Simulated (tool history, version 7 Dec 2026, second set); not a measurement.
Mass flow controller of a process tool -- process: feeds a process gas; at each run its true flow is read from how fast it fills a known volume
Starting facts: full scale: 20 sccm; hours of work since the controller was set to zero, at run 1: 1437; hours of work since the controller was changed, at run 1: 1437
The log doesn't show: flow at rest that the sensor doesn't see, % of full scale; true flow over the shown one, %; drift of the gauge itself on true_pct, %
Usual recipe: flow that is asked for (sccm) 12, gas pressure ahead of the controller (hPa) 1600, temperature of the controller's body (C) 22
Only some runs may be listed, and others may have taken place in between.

| run | hour | flow that is asked for (sccm) | gas pressure ahead of the controller (hPa) | temperature of the controller's body (C) | hours of work since the controller was set to zero | hours of work since the controller was changed | true flow (%) |
|---|---|---|---|---|---|---|---|
| 1 | 0 | 12 | 1600 | 22 | 1437 | 1437 | 99.47 |
| 2 | 88.2 | 5 | 1600 | 22 | 1470 | 1470 | 99.28 |
| 3 | 297.1 | 5 | 1600 | 21 | 1548 | 1548 | 99.2 |
| 4 | 409.8 | 3 | 1600 | 22 | 1590 | 1590 | 99.17 |
| 5 | 517.9 | 3 | 1600 | 20 | 1630 | 1630 | 99.08 |
| 6 | 666.5 | 3 | 1600 | 20 | 1686 | 1686 | 99.31 |
| 7 | 857.3 | 12 | 1580 | 22 | 1757 | 1757 | 99.91 |
| 8 | 1017.6 | 12 | 1600 | 37 | 1817 | 1817 | 100.95 |
| 9 | 1110.7 | 12 | 1600 | 37 | 1851 | 1851 | 101.15 |
| 10 | 1200.1 | 12 | 1600 | 37 | 1885 | 1885 | 101.12 |
| 11 | 1336.4 | 12 | 1600 | 37 | 1935 | 1935 | 101.14 |
| 12 | 1450.7 | 12 | 1600 | 37 | 1978 | 1978 | 101.12 |
| 13 | 1591.5 | 12 | 1600 | 37 | 2031 | 2031 | 101.22 |
| 14 | 1802.3 | 12 | 1600 | 22 | 2109 | 2109 | 100.2 |
| 15 | 1957.8 | 12 | 1600 | 22 | 2167 | 2167 | 100.36 |
| 16 | 2127.1 | 12 | 1600 | 22 | 2230 | 2230 | 100.49 |
| 17 | 2299.9 | 12 | 1600 | 22 | 2295 | 2295 | 100.51 |
| 18 | 2507.2 | 3 | 2160 | 34 | 2372 | 2372 | 100.52 |
| 19 | 2638.3 | 3 | 1690 | 36 | 2421 | 2421 | 100.91 |
| 20 | 2745.9 | 4 | 1960 | 32 | 2461 | 2461 | 100.66 |
| 21 | 2957.5 | 8 | 1960 | 32 | 2540 | 2540 | 101.09 |
| 22 | 3155.8 | 16 | 2520 | 38 | 2614 | 2614 | 101.69 |
| 23 | 3268.5 | 2 | 1560 | 25 | 2656 | 2656 | 100.48 |
| 24 | 3444.6 | 2 | 1600 | 34 | 2722 | 2722 | 101.14 |
| 25 | 3659.1 | 2 | 1600 | 34 | 2802 | 2802 | 101.38 |
| 26 | 3780 | 8 | 1600 | 28 | 2847 | 2847 | 101.26 |
| 27 | 3958.4 | 5 | 1710 | 22 | 2913 | 2913 | 100.69 |

Run 28 has not been measured yet. What should we expect?
| 28 | 4092.6 | 5 | 1710 | 22 | 2964 | 2964 | ? |

Run 28 came out at true flow (%) 100.64.
With no hidden state in the tool, this same run would have given true flow (%) 99.02.

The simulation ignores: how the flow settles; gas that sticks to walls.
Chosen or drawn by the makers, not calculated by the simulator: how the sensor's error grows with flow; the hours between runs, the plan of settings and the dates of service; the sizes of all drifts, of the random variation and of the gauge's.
